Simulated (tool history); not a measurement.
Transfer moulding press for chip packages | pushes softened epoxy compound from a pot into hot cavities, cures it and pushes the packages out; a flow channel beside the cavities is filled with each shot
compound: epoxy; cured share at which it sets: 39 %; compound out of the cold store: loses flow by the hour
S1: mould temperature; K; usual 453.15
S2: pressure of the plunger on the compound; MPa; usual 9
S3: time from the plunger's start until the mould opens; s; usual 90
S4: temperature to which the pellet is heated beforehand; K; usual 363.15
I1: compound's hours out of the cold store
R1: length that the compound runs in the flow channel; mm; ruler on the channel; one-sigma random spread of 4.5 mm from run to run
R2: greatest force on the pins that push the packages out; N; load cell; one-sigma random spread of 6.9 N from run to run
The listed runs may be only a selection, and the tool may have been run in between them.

{"run": 1, "hour": 0.0, "S1": 453.15, "S2": 9, "S3": 90, "S4": 363.15, "I1": 23.4, "R1": 572, "R2": 576}
{"hour": 30.5, "done": "cavities cleaned with cleaning compound and waxed"}
{"run": 2, "hour": 30.5, "S1": 453.15, "S2": 9, "S3": 90, "S4": 363.15, "I1": 10.5, "R1": 593, "R2": 754}
{"run": 3, "hour": 53.5, "S1": 453.15, "S2": 9, "S3": 90, "S4": 359.15, "I1": 25.8, "R1": 559, "R2": 722}
{"run": 4, "hour": 73.4, "S1": 457.15, "S2": 9, "S3": 90, "S4": 363.15, "I1": 29.5, "R1": 539, "R2": 638}
{"run": 5, "hour": 90.4, "S1": 457.15, "S2": 9, "S3": 90, "S4": 363.15, "I1": 16.5, "R1": 569, "R2": 599}
{"hour": 108.2, "done": "cavities cleaned with cleaning compound and waxed"}
{"run": 6, "hour": 121.5, "S1": 457.15, "S2": 9, "S3": 90, "S4": 363.15, "I1": 15.9, "R1": 556, "R2": 398}
{"hour": 126.8, "done": "cavities cleaned with cleaning compound and waxed, once more"}
{"run": 7, "hour": 143.0, "S1": 457.15, "S2": 9, "S3": 90, "S4": 363.15, "I1": 12.1, "R1": 575, "R2": 392}
{"run": 8, "hour": 162.1, "S1": 457.15, "S2": 9, "S3": 90, "S4": 363.15, "I1": 42.1, "R1": 489, "R2": 493}
{"run": 9, "hour": 182.4, "S1": 457.15, "S2": 9, "S3": 90, "S4": 363.15, "I1": 12.3, "R1": 567, "R2": 571}
{"hour": 197.9, "done": "plunger's sealing rings changed"}
{"run": 10, "hour": 200.1, "S1": 457.15, "S2": 9, "S3": 90, "S4": 363.15, "I1": 24.2, "R1": 608, "R2": 576}
{"hour": 205.8, "done": "cavities cleaned with cleaning compound and waxed"}
{"run": 11, "hour": 221.1, "S1": 457.15, "S2": 9, "S3": 90, "S4": 363.15, "I1": 9.3, "R1": 659, "R2": 415}
{"run": 12, "hour": 243.0, "S1": 457.15, "S2": 9, "S3": 90, "S4": 363.15, "I1": 19.8, "R1": 621, "R2": 491}
{"run": 13, "hour": 257.5, "S1": 457.15, "S2": 9, "S3": 90, "S4": 363.15, "I1": 36.9, "R1": 564, "R2": 528}
{"run": 14, "hour": 275.1, "S1": 457.15, "S2": 9, "S3": 90, "S4": 363.15, "I1": 32.2, "R1": 577, "R2": 580}
{"hour": 283.4, "done": "cavities cleaned with cleaning compound and waxed"}
{"run": 15, "hour": 306.0, "S1": 453.15, "S2": 9, "S3": 90, "S4": 363.15, "I1": 8.2, "R1": 656, "R2": 525}
{"run": 16, "hour": 327.1, "S1": 450.15, "S2": 9, "S3": 86, "S4": 363.15, "I1": 28, "R1": 602, "R2": 746}
{"run": 17, "hour": 354.3, "S1": 450.15, "S2": 9, "S3": 86, "S4": 363.15, "I1": 46.7, "R1": 552, "R2": 737}
{"hour": 360.4, "done": "cavities cleaned with cleaning compound and waxed"}
{"run": 18, "hour": 377.2, "S1": 450.15, "S2": 9, "S3": 86, "S4": 363.15, "I1": 44.2, "R1": 561, "R2": 544}
{"hour": 389.7, "done": "mould's thermocouples calibrated"}
{"run": 19, "hour": 394.3, "S1": 454.15, "S2": 9, "S3": 86, "S4": 372.15, "I1": 29.9, "R1": 575, "R2": 525}
{"run": 20, "hour": 410.3, "S1": 454.15, "S2": 7.15, "S3": 100, "S4": 361.15, "I1": 41.3, "R1": 487, "R2": 499}
{"run": 21, "hour": 435.6, "S1": 453.15, "S2": 9, "S3": 90, "S4": 360.15, "I1": 33.1, "R1": 568, "R2": 591}
{"hour": 438.7, "done": "cavities cleaned with cleaning compound and waxed"}
{"run": 22, "hour": 452.0, "S1": 453.15, "S2": 9, "S3": 90, "S4": 360.15, "I1": 38.9, "R1": 552, "R2": 407}
{"run": 23, "hour": 478.2, "S1": 454.15, "S2": 9, "S3": 71, "S4": 360.15, "I1": 13.1, "R1": 612, "R2": 784}
{"run": 24, "hour": 495.5, "S1": 453.15, "S2": 9, "S3": 90, "S4": 365.15, "I1": 9, "R1": 634, "R2": 615}
{"run": 25, "hour": 512.7, "S1": 453.15, "S2": 9, "S3": 90, "S4": 365.15, "I1": 35.4, "R1": 554, "R2": 610}
{"hour": 517.1, "done": "cavities cleaned with cleaning compound and waxed"}
{"run": 26, "hour": 540.7, "S1": 453.15, "S2": 9, "S3": 90, "S4": 365.15, "I1": 28.5, "R1": 574, "R2": 472}
{"run": 27, "hour": 568.1, "S1": 455.15, "S2": 10.28, "S3": 85, "S4": 368.15, "I1": 46, "R1": 555, "R2": 560}
{"hour": 593.3, "done": "cavities cleaned with cleaning compound and waxed"}
{"run": 28, "hour": 598.1, "S1": 458.15, "S2": 9, "S3": 90, "S4": 363.15, "I1": 42.1, "R1": 518, "R2": 302}
{"run": 29, "hour": 612.0, "S1": 453.15, "S2": 8.57, "S3": 117, "S4": 368.15, "I1": 41.5, "R1": 509, "R2": 396}

Each row is a separate what-if for the run after 29, all from the same tool condition, not one after another. Results?
{"run": "A", "hour": 642.0, "S1": 453.15, "S2": 8.57, "S3": 117, "S4": 371.15, "I1": 22.7, "R1": "?", "R2": "?"}
{"run": "B", "hour": 642.0, "S1": 446.15, "S2": 9, "S3": 97, "S4": 363.15, "I1": 31.6, "R1": "?", "R2": "?"}
{"run": "C", "hour": 642.0, "S1": 453.15, "S2": 7.42, "S3": 108, "S4": 363.15, "I1": 33.5, "R1": "?", "R2": "?"}

run=A R1=562 R2=517
run=B R1=566 R2=699
run=C R1=495 R2=518
Without the tool's unlogged condition, the same runs would have read:
run=A R1=613 R2=247
run=B R1=618 R2=330
run=C R1=540 R2=250
